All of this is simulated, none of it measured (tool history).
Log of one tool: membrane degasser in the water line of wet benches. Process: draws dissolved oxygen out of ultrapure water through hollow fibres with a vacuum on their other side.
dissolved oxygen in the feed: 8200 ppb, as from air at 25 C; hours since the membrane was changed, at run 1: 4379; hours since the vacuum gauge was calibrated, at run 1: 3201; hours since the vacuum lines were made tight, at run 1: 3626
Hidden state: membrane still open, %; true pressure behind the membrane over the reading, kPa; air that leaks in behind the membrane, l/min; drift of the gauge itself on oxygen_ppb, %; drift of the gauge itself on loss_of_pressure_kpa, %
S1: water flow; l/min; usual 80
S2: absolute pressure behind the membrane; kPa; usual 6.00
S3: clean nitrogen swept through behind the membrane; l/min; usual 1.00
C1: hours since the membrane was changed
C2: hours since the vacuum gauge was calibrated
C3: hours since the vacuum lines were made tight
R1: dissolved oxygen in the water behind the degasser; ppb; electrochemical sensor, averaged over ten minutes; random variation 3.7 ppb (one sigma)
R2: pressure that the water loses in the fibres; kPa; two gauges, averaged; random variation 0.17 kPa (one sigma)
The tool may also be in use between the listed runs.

Run 1, hour 0.0: usual settings; C1 4379; C2 3201; C3 3626. Result: R1 360.0 ppb, R2 25.42 kPa.
At hour 269.4: seals of the vacuum lines changed.
Run 2, hour 360.4: usual settings; C1 4738; C2 3559; C3 91. Result: R1 365.4 ppb, R2 25.50 kPa.
Run 3, hour 572.7: usual settings; C1 4950; C2 3772; C3 303. Result: R1 363.8 ppb, R2 25.85 kPa.
Run 4, hour 906.6: usual settings but S2 5.35 kPa; C1 5284; C2 4106; C3 637. Result: R1 277.9 ppb, R2 25.64 kPa.
Run 5, hour 1102.3: usual settings but S1 64 l/min; C1 5480; C2 4301; C3 833. Result: R1 311.8 ppb, R2 20.45 kPa.
Run 6, hour 1357.2: usual settings but S1 64 l/min; C1 5734; C2 4556; C3 1088. Result: R1 311.7 ppb, R2 20.39 kPa.
Run 7, hour 1631.2: usual settings but S1 64 l/min; C1 6009; C2 4830; C3 1362. Result: R1 315.4 ppb, R2 20.74 kPa.
Run 8, hour 1901.8: usual settings but S2 10.28 kPa; C1 6279; C2 5101; C3 1632. Result: R1 879.8 ppb, R2 25.47 kPa.
Run 9, hour 2090.0: usual settings but S2 10.28 kPa; C1 6467; C2 5289; C3 1821. Result: R1 866.4 ppb, R2 25.67 kPa.
Run 10, hour 2238.8: usual settings; C1 6616; C2 5438; C3 1969. Result: R1 366.8 ppb, R2 25.46 kPa.
Run 11, hour 2463.9: usual settings; C1 6841; C2 5663; C3 2195. Result: R1 360.6 ppb, R2 25.50 kPa.
Run 12, hour 2728.7: usual settings; C1 7106; C2 5928; C3 2459. Result: R1 366.6 ppb, R2 25.54 kPa.
Run 13, hour 2938.1: usual settings; C1 7315; C2 6137; C3 2669. Result: R1 365.8 ppb, R2 25.41 kPa.
Run 14, hour 3095.7: usual settings but S1 128 l/min, S2 10.03 kPa, S3 0.68 l/min; C1 7473; C2 6295; C3 2826. Result: R1 1355.2 ppb, R2 41.15 kPa.
Run 15, hour 3454.9: usual settings but S2 3.73 kPa; C1 7832; C2 6654; C3 3186. Result: R1 72.1 ppb, R2 25.50 kPa.
Run 16, hour 3673.6: usual settings but S3 0.41 l/min; C1 8051; C2 6873; C3 3404. Result: R1 591.9 ppb, R2 26.04 kPa.
At hour 3757.7: vacuum gauge calibrated.
Run 17, hour 3968.7: usual settings but S3 0.41 l/min; C1 8346; C2 211; C3 3699. Result: R1 597.0 ppb, R2 25.50 kPa.
At hour 4173.0: seals of the vacuum lines changed.
Run 18, hour 4191.4: usual settings but S3 0.41 l/min; C1 8566; C2 432; C3 18. Result: R1 588.4 ppb, R2 25.62 kPa.
Run 19, hour 4465.4: usual settings but S3 0.41 l/min; C1 8840; C2 706; C3 292. Result: R1 595.2 ppb, R2 25.77 kPa.
Run 20, hour 4745.3: usual settings but S1 126 l/min, S2 7.36 kPa, S3 0.41 l/min; C1 9120; C2 986; C3 572. Result: R1 1054.9 ppb, R2 39.94 kPa.
Run 21, hour 4933.0: usual settings but S1 127 l/min, S2 11.56 kPa, S3 0.94 l/min; C1 9308; C2 1173; C3 760. Result: R1 1387.7 ppb, R2 40.58 kPa.
Run 22, hour 5114.3: usual settings but S1 127 l/min, S2 11.56 kPa, S3 0.94 l/min; C1 9489; C2 1355; C3 941. Result: R1 1398.2 ppb, R2 40.70 kPa.
Run 23, hour 5282.6: usual settings but S1 127 l/min, S2 11.56 kPa, S3 0.94 l/min; C1 9657; C2 1523; C3 1110. Result: R1 1405.5 ppb, R2 40.33 kPa.
Run 24, hour 5617.4: usual settings but S1 113 l/min, S2 4.69 kPa, S3 0.94 l/min; C1 9992; C2 1858; C3 1444. Result: R1 258.1 ppb, R2 36.37 kPa.

3 ways to go on from here, each from the tool as it stands after run 24. What would each give?
At hour 5661.6: membrane cartridge changed.
Run A, hour 5847.8: usual settings but S1 60 l/min, S2 5.61 kPa, S3 1.09 l/min; C1 186; C2 2084; C3 1671. Result: R1 ?, R2 ?.
At hour 5661.6: membrane cartridge changed.
Run B, hour 5847.8: usual settings but S1 64 l/min, S2 8.03 kPa, S3 2.28 l/min; C1 186; C2 2084; C3 1671. Result: R1 ?, R2 ?.
At hour 5661.6: membrane cartridge changed.
Run C, hour 5847.8: usual settings but S1 68 l/min, S2 3.94 kPa, S3 0.91 l/min; C1 186; C2 2084; C3 1671. Result: R1 ?, R2 ?.

run     R1     R2
  A  239.0  18.93
  B  279.9  20.08
  C   96.1  21.69
Without the tool's hidden state the same runs would have given:
run     R1     R2
  A  239.0  18.93
  B  279.9  20.08
  C   96.0  21.69
